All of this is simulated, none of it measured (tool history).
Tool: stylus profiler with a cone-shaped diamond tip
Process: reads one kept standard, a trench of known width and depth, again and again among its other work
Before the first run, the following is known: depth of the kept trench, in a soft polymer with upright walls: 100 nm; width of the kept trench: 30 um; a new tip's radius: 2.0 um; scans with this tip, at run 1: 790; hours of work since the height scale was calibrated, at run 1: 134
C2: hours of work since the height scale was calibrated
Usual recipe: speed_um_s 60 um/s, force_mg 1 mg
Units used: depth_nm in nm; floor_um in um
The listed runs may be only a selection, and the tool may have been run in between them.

{"run": 1, "hour": 0.0, "speed_um_s": 60, "force_mg": 1, "scans with this tip": 790, "C2": 134, "depth_nm": 100.49, "floor_um": 28.18}
{"run": 2, "hour": 12.8, "speed_um_s": 60, "force_mg": 1, "scans with this tip": 822, "C2": 140, "depth_nm": 100.5, "floor_um": 28.14}
{"run": 3, "hour": 22.0, "speed_um_s": 60, "force_mg": 1, "scans with this tip": 845, "C2": 144, "depth_nm": 100.53, "floor_um": 28.21}
{"run": 4, "hour": 33.7, "speed_um_s": 16, "force_mg": 1, "scans with this tip": 874, "C2": 149, "depth_nm": 100.54, "floor_um": 28.55}
{"run": 5, "hour": 46.8, "speed_um_s": 16, "force_mg": 1, "scans with this tip": 906, "C2": 154, "depth_nm": 100.56, "floor_um": 28.65}
{"run": 6, "hour": 54.1, "speed_um_s": 16, "force_mg": 1, "scans with this tip": 925, "C2": 157, "depth_nm": 100.55, "floor_um": 28.59}
{"run": 7, "hour": 65.3, "speed_um_s": 16, "force_mg": 1, "scans with this tip": 952, "C2": 162, "depth_nm": 100.55, "floor_um": 28.54}
{"run": 8, "hour": 74.1, "speed_um_s": 16, "force_mg": 1, "scans with this tip": 974, "C2": 166, "depth_nm": 100.51, "floor_um": 28.56}
{"run": 9, "hour": 82.6, "speed_um_s": 16, "force_mg": 1, "scans with this tip": 995, "C2": 169, "depth_nm": 100.52, "floor_um": 28.6}
{"run": 10, "hour": 89.3, "speed_um_s": 16, "force_mg": 1, "scans with this tip": 1012, "C2": 172, "depth_nm": 100.52, "floor_um": 28.58}
{"run": 11, "hour": 97.5, "speed_um_s": 16, "force_mg": 1, "scans with this tip": 1032, "C2": 176, "depth_nm": 100.51, "floor_um": 28.59}
{"run": 12, "hour": 107.1, "speed_um_s": 43, "force_mg": 1, "scans with this tip": 1056, "C2": 180, "depth_nm": 100.53, "floor_um": 28.34}
{"run": 13, "hour": 116.8, "speed_um_s": 60, "force_mg": 1, "scans with this tip": 1080, "C2": 184, "depth_nm": 100.54, "floor_um": 28.21}
{"run": 14, "hour": 133.2, "speed_um_s": 60, "force_mg": 1, "scans with this tip": 1121, "C2": 191, "depth_nm": 100.56, "floor_um": 28.18}
{"run": 15, "hour": 140.7, "speed_um_s": 60, "force_mg": 1, "scans with this tip": 1140, "C2": 194, "depth_nm": 100.56, "floor_um": 28.17}
{"run": 16, "hour": 155.8, "speed_um_s": 162, "force_mg": 0.55, "scans with this tip": 1177, "C2": 200, "depth_nm": 100.43, "floor_um": 26.84}
{"run": 17, "hour": 165.4, "speed_um_s": 21, "force_mg": 2.53, "scans with this tip": 1201, "C2": 204, "depth_nm": 101, "floor_um": 28.61}
{"run": 18, "hour": 179.8, "speed_um_s": 199, "force_mg": 2.24, "scans with this tip": 1237, "C2": 210, "depth_nm": 100.93, "floor_um": 27.49}
{"run": 19, "hour": 186.5, "speed_um_s": 37, "force_mg": 0.43, "scans with this tip": 1253, "C2": 213, "depth_nm": 100.32, "floor_um": 28.23}
{"run": 20, "hour": 193.3, "speed_um_s": 60, "force_mg": 0.41, "scans with this tip": 1270, "C2": 216, "depth_nm": 100.29, "floor_um": 27.88}
{"run": 21, "hour": 206.9, "speed_um_s": 60, "force_mg": 0.41, "scans with this tip": 1304, "C2": 222, "depth_nm": 100.33, "floor_um": 27.91}
{"run": 22, "hour": 215.1, "speed_um_s": 78, "force_mg": 2.03, "scans with this tip": 1324, "C2": 225, "depth_nm": 100.89, "floor_um": 28.27}
{"run": 23, "hour": 228.4, "speed_um_s": 32, "force_mg": 1.03, "scans with this tip": 1358, "C2": 231, "depth_nm": 100.59, "floor_um": 28.44}
{"run": 24, "hour": 242.1, "speed_um_s": 32, "force_mg": 1.03, "scans with this tip": 1392, "C2": 237, "depth_nm": 100.55, "floor_um": 28.4}
{"run": 25, "hour": 256.9, "speed_um_s": 32, "force_mg": 1.03, "scans with this tip": 1428, "C2": 243, "depth_nm": 100.56, "floor_um": 28.44}
{"run": 26, "hour": 264.7, "speed_um_s": 91, "force_mg": 1.41, "scans with this tip": 1448, "C2": 246, "depth_nm": 100.71, "floor_um": 28.03}
{"run": 27, "hour": 278.3, "speed_um_s": 179, "force_mg": 0.54, "scans with this tip": 1482, "C2": 252, "depth_nm": 100.35, "floor_um": 26.62}
{"run": 28, "hour": 290.0, "speed_um_s": 60, "force_mg": 1.83, "scans with this tip": 1511, "C2": 257, "depth_nm": 100.81, "floor_um": 28.29}
{"run": 29, "hour": 302.1, "speed_um_s": 155, "force_mg": 2.98, "scans with this tip": 1541, "C2": 262, "depth_nm": 101.16, "floor_um": 27.89}
{"run": 30, "hour": 315.8, "speed_um_s": 127, "force_mg": 0.4, "scans with this tip": 1575, "C2": 268, "depth_nm": 100.3, "floor_um": 26.99}

Measured result minus the same run's result without the hidden state. Both carry the same run-to-run variation, though not necessarily the same gauge scatter:
The hidden state here: radius of the tip, um; height scale over the true one, %; drift of the gauge itself on depth_nm, %; drift of the gauge itself on floor_um, %.
run=1 depth_nm=+0.01 floor_um=-0.03
run=2 depth_nm=+0.01 floor_um=-0.03
run=3 depth_nm=+0.01 floor_um=-0.04
run=4 depth_nm=+0.02 floor_um=-0.04
run=5 depth_nm=+0.01 floor_um=-0.04
run=6 depth_nm=+0.02 floor_um=-0.04
run=7 depth_nm=+0.01 floor_um=-0.04
run=8 depth_nm=+0.01 floor_um=-0.04
run=9 depth_nm=+0.02 floor_um=-0.04
run=10 depth_nm=+0.01 floor_um=-0.04
run=11 depth_nm=+0.01 floor_um=-0.05
run=12 depth_nm=+0.02 floor_um=-0.04
run=13 depth_nm=+0.02 floor_um=-0.04
run=14 depth_nm=+0.02 floor_um=-0.04
run=15 depth_nm=+0.02 floor_um=-0.04
run=16 depth_nm=+0.01 floor_um=-0.05
run=17 depth_nm=+0.02 floor_um=-0.05
run=18 depth_nm=+0.02 floor_um=-0.05
run=19 depth_nm=+0.02 floor_um=-0.05
run=20 depth_nm=+0.02 floor_um=-0.05
run=21 depth_nm=+0.02 floor_um=-0.05
run=22 depth_nm=+0.02 floor_um=-0.05
run=23 depth_nm=+0.03 floor_um=-0.06
run=24 depth_nm=+0.02 floor_um=-0.05
run=25 depth_nm=+0.02 floor_um=-0.05
run=26 depth_nm=+0.02 floor_um=-0.05
run=27 depth_nm=+0.02 floor_um=-0.06
run=28 depth_nm=+0.02 floor_um=-0.06
run=29 depth_nm=+0.02 floor_um=-0.06
run=30 depth_nm=+0.02 floor_um=-0.06
